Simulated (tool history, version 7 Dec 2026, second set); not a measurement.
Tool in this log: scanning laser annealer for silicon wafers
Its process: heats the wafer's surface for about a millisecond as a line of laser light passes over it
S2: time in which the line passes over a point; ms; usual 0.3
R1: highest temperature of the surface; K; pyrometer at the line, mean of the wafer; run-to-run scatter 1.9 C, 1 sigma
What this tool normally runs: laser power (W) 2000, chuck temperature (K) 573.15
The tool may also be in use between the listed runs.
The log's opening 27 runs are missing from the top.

{"run": 28, "hour": 968.1, "laser power (W)": 1702, "S2": 0.231, "chuck temperature (K)": 573.15, "R1": 1191.15}
{"run": 29, "hour": 1002.1, "laser power (W)": 1715, "S2": 0.232, "chuck temperature (K)": 573.15, "R1": 1193.15}
{"run": 30, "hour": 1052.9, "laser power (W)": 1782, "S2": 0.343, "chuck temperature (K)": 543.15, "R1": 1323.15}
{"run": 31, "hour": 1093.8, "laser power (W)": 1782, "S2": 0.343, "chuck temperature (K)": 543.15, "R1": 1324.15}
{"run": 32, "hour": 1131.7, "laser power (W)": 2000, "S2": 0.3, "chuck temperature (K)": 564.15, "R1": 1412.15}
{"run": 33, "hour": 1176.4, "laser power (W)": 2000, "S2": 0.3, "chuck temperature (K)": 564.15, "R1": 1413.15}
{"run": 34, "hour": 1205.3, "laser power (W)": 2000, "S2": 0.3, "chuck temperature (K)": 564.15, "R1": 1410.15}
{"run": 35, "hour": 1251.6, "laser power (W)": 2031, "S2": 0.3, "chuck temperature (K)": 573.15, "R1": 1436.15}
{"run": 36, "hour": 1283.2, "laser power (W)": 1901, "S2": 0.221, "chuck temperature (K)": 571.15, "R1": 1266.15}
{"run": 37, "hour": 1326.8, "laser power (W)": 2000, "S2": 0.3, "chuck temperature (K)": 593.15, "R1": 1440.15}
{"run": 38, "hour": 1362.6, "laser power (W)": 2004, "S2": 0.356, "chuck temperature (K)": 580.15, "R1": 1492.15}
{"run": 39, "hour": 1398.3, "laser power (W)": 2004, "S2": 0.356, "chuck temperature (K)": 580.15, "R1": 1494.15}
{"run": 40, "hour": 1437.6, "laser power (W)": 2004, "S2": 0.356, "chuck temperature (K)": 580.15, "R1": 1497.15}
{"run": 41, "hour": 1464.7, "laser power (W)": 2124, "S2": 0.356, "chuck temperature (K)": 537.15, "R1": 1521.15}

What if the next run were any one of these 3? Each begins from the tool's condition after run 41:
{"hour": 1481.6, "done": "window over the wafer cleaned"}
{"run": "A", "hour": 1507.9, "laser power (W)": 1840, "S2": 0.332, "chuck temperature (K)": 547.15, "R1": "?"}
{"hour": 1481.6, "done": "window over the wafer cleaned"}
{"run": "B", "hour": 1507.9, "laser power (W)": 1883, "S2": 0.314, "chuck temperature (K)": 537.15, "R1": "?"}
{"hour": 1481.6, "done": "window over the wafer cleaned"}
{"run": "C", "hour": 1507.9, "laser power (W)": 2145, "S2": 0.3, "chuck temperature (K)": 573.15, "R1": "?"}

run=A R1=1346.15
run=B R1=1342.15
run=C R1=1495.15
Stripped of hidden state, with their random variation kept, the same runs would have yielded:
run=A R1=1346.15
run=B R1=1342.15
run=C R1=1495.15

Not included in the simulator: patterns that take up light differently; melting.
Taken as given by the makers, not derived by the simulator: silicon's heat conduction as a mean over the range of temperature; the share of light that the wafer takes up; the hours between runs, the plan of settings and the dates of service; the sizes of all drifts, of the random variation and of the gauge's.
